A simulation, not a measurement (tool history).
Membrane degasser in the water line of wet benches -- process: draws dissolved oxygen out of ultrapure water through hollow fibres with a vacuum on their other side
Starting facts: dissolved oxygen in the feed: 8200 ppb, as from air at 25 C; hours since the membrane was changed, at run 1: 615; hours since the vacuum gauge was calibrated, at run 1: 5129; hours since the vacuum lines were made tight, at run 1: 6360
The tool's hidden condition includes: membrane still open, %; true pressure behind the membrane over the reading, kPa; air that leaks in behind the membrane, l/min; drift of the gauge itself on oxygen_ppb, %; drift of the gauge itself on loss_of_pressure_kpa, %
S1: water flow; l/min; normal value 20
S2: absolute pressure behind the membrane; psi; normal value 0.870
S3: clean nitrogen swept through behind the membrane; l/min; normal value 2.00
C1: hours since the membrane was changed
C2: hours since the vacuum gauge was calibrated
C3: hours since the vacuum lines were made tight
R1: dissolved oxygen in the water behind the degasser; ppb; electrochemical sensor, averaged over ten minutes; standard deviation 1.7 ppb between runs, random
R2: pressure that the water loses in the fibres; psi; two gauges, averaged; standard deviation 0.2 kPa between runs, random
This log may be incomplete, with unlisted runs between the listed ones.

{"run": 1, "hour": 0.0, "S1": 20, "S2": 0.87, "S3": 2.0, "C1": 615, "C2": 5129, "C3": 6360, "R1": 177.9, "R2": 6.556}
{"run": 2, "hour": 41.2, "S1": 20, "S2": 0.87, "S3": 2.0, "C1": 656, "C2": 5170, "C3": 6402, "R1": 176.4, "R2": 6.575}
{"run": 3, "hour": 75.1, "S1": 20, "S2": 0.87, "S3": 1.99, "C1": 690, "C2": 5204, "C3": 6435, "R1": 179.7, "R2": 6.563}
{"run": 4, "hour": 115.4, "S1": 20, "S2": 0.87, "S3": 2.0, "C1": 730, "C2": 5245, "C3": 6476, "R1": 177.5, "R2": 6.569}
{"run": 5, "hour": 139.5, "S1": 20, "S2": 0.87, "S3": 2.0, "C1": 755, "C2": 5269, "C3": 6500, "R1": 179.4, "R2": 6.538}
{"run": 6, "hour": 187.0, "S1": 20, "S2": 0.87, "S3": 2.0, "C1": 802, "C2": 5316, "C3": 6547, "R1": 177.5, "R2": 6.588}
{"run": 7, "hour": 235.6, "S1": 20, "S2": 0.87, "S3": 2.0, "C1": 851, "C2": 5365, "C3": 6596, "R1": 180.0, "R2": 6.618}
{"run": 8, "hour": 263.6, "S1": 20, "S2": 1.224, "S3": 2.0, "C1": 879, "C2": 5393, "C3": 6624, "R1": 231.1, "R2": 6.592}
{"run": 9, "hour": 289.4, "S1": 14, "S2": 1.224, "S3": 2.0, "C1": 904, "C2": 5419, "C3": 6650, "R1": 126.1, "R2": 4.596}
{"run": 10, "hour": 323.4, "S1": 14, "S2": 1.224, "S3": 2.0, "C1": 938, "C2": 5453, "C3": 6684, "R1": 131.8, "R2": 4.617}
{"run": 11, "hour": 351.1, "S1": 20, "S2": 0.87, "S3": 2.0, "C1": 966, "C2": 5480, "C3": 6711, "R1": 178.6, "R2": 6.608}
{"run": 12, "hour": 386.8, "S1": 20, "S2": 0.87, "S3": 1.09, "C1": 1002, "C2": 5516, "C3": 6747, "R1": 228.4, "R2": 6.598}
{"run": 13, "hour": 408.1, "S1": 20, "S2": 0.87, "S3": 1.63, "C1": 1023, "C2": 5537, "C3": 6768, "R1": 192.0, "R2": 6.573}
{"run": 14, "hour": 435.8, "S1": 20, "S2": 0.87, "S3": 2.86, "C1": 1051, "C2": 5565, "C3": 6796, "R1": 160.9, "R2": 6.553}
{"run": 15, "hour": 462.9, "S1": 20, "S2": 2.094, "S3": 2.0, "C1": 1078, "C2": 5592, "C3": 6823, "R1": 363.6, "R2": 6.553}
{"run": 16, "hour": 501.2, "S1": 20, "S2": 2.094, "S3": 2.0, "C1": 1116, "C2": 5630, "C3": 6861, "R1": 366.9, "R2": 6.582}
{"run": 17, "hour": 550.8, "S1": 20, "S2": 2.094, "S3": 2.0, "C1": 1166, "C2": 5680, "C3": 6911, "R1": 367.8, "R2": 6.544}
{"run": 18, "hour": 578.0, "S1": 16, "S2": 0.87, "S3": 1.07, "C1": 1193, "C2": 5707, "C3": 6938, "R1": 162.1, "R2": 5.304}
{"hour": 582.0, "done": "vacuum gauge calibrated"}
{"run": 19, "hour": 613.4, "S1": 16, "S2": 1.73, "S3": 2.98, "C1": 1228, "C2": 31, "C3": 6973, "R1": 175.8, "R2": 5.247}
{"run": 20, "hour": 645.2, "S1": 13, "S2": 1.746, "S3": 5.89, "C1": 1260, "C2": 63, "C3": 7005, "R1": 78.8, "R2": 4.266}
{"run": 21, "hour": 689.9, "S1": 22, "S2": 1.294, "S3": 1.81, "C1": 1304, "C2": 108, "C3": 7050, "R1": 311.4, "R2": 7.243}
{"run": 22, "hour": 716.0, "S1": 22, "S2": 1.294, "S3": 1.81, "C1": 1331, "C2": 134, "C3": 7076, "R1": 310.4, "R2": 7.292}
{"hour": 738.6, "done": "vacuum gauge calibrated, once more"}
{"run": 23, "hour": 753.4, "S1": 15, "S2": 0.87, "S3": 1.64, "C1": 1367, "C2": 15, "C3": 7113, "R1": 107.0, "R2": 4.931}
{"run": 24, "hour": 796.9, "S1": 28, "S2": 0.666, "S3": 4.57, "C1": 1411, "C2": 58, "C3": 7156, "R1": 272.8, "R2": 9.24}
{"run": 25, "hour": 843.9, "S1": 20, "S2": 0.837, "S3": 4.44, "C1": 1458, "C2": 105, "C3": 7203, "R1": 135.5, "R2": 6.598}
{"run": 26, "hour": 880.5, "S1": 29, "S2": 1.655, "S3": 3.4, "C1": 1495, "C2": 142, "C3": 7240, "R1": 416.3, "R2": 9.62}
{"run": 27, "hour": 922.3, "S1": 21, "S2": 1.037, "S3": 2.0, "C1": 1536, "C2": 184, "C3": 7282, "R1": 222.0, "R2": 6.944}
{"run": 28, "hour": 973.1, "S1": 21, "S2": 1.037, "S3": 2.0, "C1": 1587, "C2": 235, "C3": 7332, "R1": 220.2, "R2": 6.942}
{"run": 29, "hour": 1024.1, "S1": 20, "S2": 1.037, "S3": 1.23, "C1": 1638, "C2": 285, "C3": 7383, "R1": 252.8, "R2": 6.651}
{"run": 30, "hour": 1052.2, "S1": 20, "S2": 1.037, "S3": 1.23, "C1": 1666, "C2": 314, "C3": 7411, "R1": 251.3, "R2": 6.679}
{"run": 31, "hour": 1100.6, "S1": 17, "S2": 0.761, "S3": 2.37, "C1": 1715, "C2": 362, "C3": 7460, "R1": 105.1, "R2": 5.655}
{"run": 32, "hour": 1132.7, "S1": 20, "S2": 2.134, "S3": 0.82, "C1": 1747, "C2": 394, "C3": 7492, "R1": 682.3, "R2": 6.676}
{"run": 33, "hour": 1156.3, "S1": 14, "S2": 2.154, "S3": 2.23, "C1": 1770, "C2": 418, "C3": 7516, "R1": 214.6, "R2": 4.65}

Difference, measured minus no-hidden-state, one row per run. Run-to-run variation is common to both terms; the gauge's own scatter need not be:
run=1 R1=+8.4 R2=+0.028
run=2 R1=+8.5 R2=+0.029
run=3 R1=+8.8 R2=+0.030
run=4 R1=+8.9 R2=+0.033
run=5 R1=+9.1 R2=+0.035
run=6 R1=+9.1 R2=+0.036
run=7 R1=+9.6 R2=+0.038
run=8 R1=+9.7 R2=+0.041
run=9 R1=+6.7 R2=+0.029
run=10 R1=+7.0 R2=+0.030
run=11 R1=+10.0 R2=+0.045
run=12 R1=+14.8 R2=+0.046
run=13 R1=+11.5 R2=+0.046
run=14 R1=+8.5 R2=+0.048
run=15 R1=+11.4 R2=+0.049
run=16 R1=+11.7 R2=+0.051
run=17 R1=+11.9 R2=+0.054
run=18 R1=+12.9 R2=+0.045
run=19 R1=+9.3 R2=+0.045
run=20 R1=+4.5 R2=+0.038
run=21 R1=+18.2 R2=+0.067
run=22 R1=+18.3 R2=+0.067
run=23 R1=+2.1 R2=+0.048
run=24 R1=+8.3 R2=+0.091
run=25 R1=+4.7 R2=+0.067
run=26 R1=+9.5 R2=+0.100
run=27 R1=+5.6 R2=+0.074
run=28 R1=+5.8 R2=+0.077
run=29 R1=+5.5 R2=+0.077
run=30 R1=+5.6 R2=+0.077
run=31 R1=+4.0 R2=+0.068
run=32 R1=+7.1 R2=+0.081
run=33 R1=+4.6 R2=+0.058

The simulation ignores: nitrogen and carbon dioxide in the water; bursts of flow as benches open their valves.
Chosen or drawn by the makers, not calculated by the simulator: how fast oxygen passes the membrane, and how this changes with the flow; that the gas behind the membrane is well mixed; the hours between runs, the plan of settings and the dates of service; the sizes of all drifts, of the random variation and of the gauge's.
